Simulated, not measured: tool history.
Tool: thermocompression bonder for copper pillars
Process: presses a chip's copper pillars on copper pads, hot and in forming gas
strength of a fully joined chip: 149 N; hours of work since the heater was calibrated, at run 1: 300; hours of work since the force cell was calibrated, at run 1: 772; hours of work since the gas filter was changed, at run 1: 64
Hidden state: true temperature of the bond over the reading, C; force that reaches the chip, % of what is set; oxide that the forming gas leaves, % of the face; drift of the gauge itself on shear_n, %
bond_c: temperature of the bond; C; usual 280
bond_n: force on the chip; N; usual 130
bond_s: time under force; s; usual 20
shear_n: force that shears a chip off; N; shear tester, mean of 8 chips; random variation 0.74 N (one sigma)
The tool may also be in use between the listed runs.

run	hour	bond_c	bond_n	bond_s	hours of work since the heater was calibrated	hours of work since the force cell was calibrated	hours of work since the gas filter was changed	shear_n
1	0.0	280	130	20	300	772	64	51.0
2	34.2	280	130	18	324	797	88	47.7
# hour 75.9: force cell calibrated
3	79.2	280	161	18	355	2	119	54.1
4	107.5	280	130	20	375	23	139	45.8
5	156.3	280	130	20	410	58	174	44.7
6	208.3	280	130	20	448	95	212	44.4
7	268.9	280	130	20	491	138	255	43.9
8	330.6	280	88	20	535	182	299	27.7
# hour 355.9: forming gas filter changed
9	383.0	280	130	20	572	219	19	44.3
10	439.5	289	173	13	613	260	60	56.2
# hour 444.9: heater calibrated with a thermocouple chip
11	483.9	280	151	20	28	290	90	46.3
12	542.7	260	151	20	70	332	132	32.1
# hour 579.5: heater calibrated with a thermocouple chip, once more
13	610.7	304	101	11	22	380	179	46.4
14	668.6	305	142	12	64	421	221	64.6
15	731.1	305	120	15	108	466	266	59.9
16	761.7	291	190	20	130	488	288	80.7
# hour 803.7: forming gas filter changed
17	829.8	305	130	42	179	536	19	92.7

5 ways to go on from here, each from the tool as it stands after run 17. What would each give?
A	861.2	290	89	24	201	558	41	?
B	861.2	251	146	36	201	558	41	?
C	861.2	260	107	12	201	558	41	?
D	861.2	280	130	35	201	558	41	?
E	861.2	280	117	20	201	558	41	?

run	shear_n
A	44.8
B	47.1
C	24.2
D	65.5
E	47.0
Without the tool's hidden state the same runs would have given:
run	shear_n
A	45.9
B	48.8
C	25.1
D	67.1
E	48.3
